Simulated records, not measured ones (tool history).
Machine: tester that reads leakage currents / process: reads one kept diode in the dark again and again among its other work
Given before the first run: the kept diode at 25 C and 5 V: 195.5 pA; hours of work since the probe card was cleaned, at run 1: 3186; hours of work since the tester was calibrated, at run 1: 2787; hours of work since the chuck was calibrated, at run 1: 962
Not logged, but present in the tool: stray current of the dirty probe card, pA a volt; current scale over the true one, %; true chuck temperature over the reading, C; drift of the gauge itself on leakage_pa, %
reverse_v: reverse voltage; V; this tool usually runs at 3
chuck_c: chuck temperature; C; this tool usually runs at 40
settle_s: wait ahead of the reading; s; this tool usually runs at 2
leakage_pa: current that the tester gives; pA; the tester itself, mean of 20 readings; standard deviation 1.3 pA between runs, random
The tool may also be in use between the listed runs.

run,day,reverse_v,chuck_c,settle_s,hours of work since the probe card was cleaned,hours of work since the tester was calibrated,hours of work since the chuck was calibrated,leakage_pa
1,0,3,40,2,3186,2787,962,471.78
# day 1.783: probe card cleaned and baked
2,5.862,3,40,2,76,2894,1070,469.98
3,12.758,5.51,40,2,206,3023,1199,599.91
4,19.383,17.78,40,2,330,3147,1323,964.74
5,24.508,17.78,40,2,426,3243,1419,966.34
6,29.854,17.78,40,2,526,3344,1519,970.56
7,33.896,17.78,40,2,601,3419,1595,981.15
# day 37.812: tester calibrated
8,41.958,17.78,40,2,751,78,1744,1007.97
# day 45.808: chuck's temperature calibrated
9,49.029,17.78,40,2,882,209,60,912.27
10,55.625,6.55,40,2.76,1005,332,184,613.51
11,62.792,6.55,40,2.76,1140,466,318,618.87
12,69.967,3,20,2,1274,601,452,114.83
13,76.7,3,20,3.1,1400,727,579,115.56
14,82.696,1.33,44,6.41,1512,839,691,428.89
15,87.008,9.01,44,6.09,1593,920,772,928.62
16,93.762,1.11,40,3.62,1720,1046,898,313.24
17,99.654,1.11,40,3.62,1830,1157,1009,314.11
18,104.221,1.11,40,3.62,1916,1242,1094,317.04

Below are 4 alternative next runs, each starting from the tool's condition after run 18. Predict each:
A,110.321,19.13,40,1.77,2030,1357,1208,?
B,110.321,1.68,40,2,2030,1357,1208,?
C,110.321,6.16,35,3.62,2030,1357,1208,?
D,110.321,1.71,54,0.65,2030,1357,1208,?

run,leakage_pa
A,995.46
B,374.34
C,455.89
D,901.48
What these runs would have given with no unlogged condition in the tool:
run,leakage_pa
A,931.49
B,354.48
C,427.68
D,859.78

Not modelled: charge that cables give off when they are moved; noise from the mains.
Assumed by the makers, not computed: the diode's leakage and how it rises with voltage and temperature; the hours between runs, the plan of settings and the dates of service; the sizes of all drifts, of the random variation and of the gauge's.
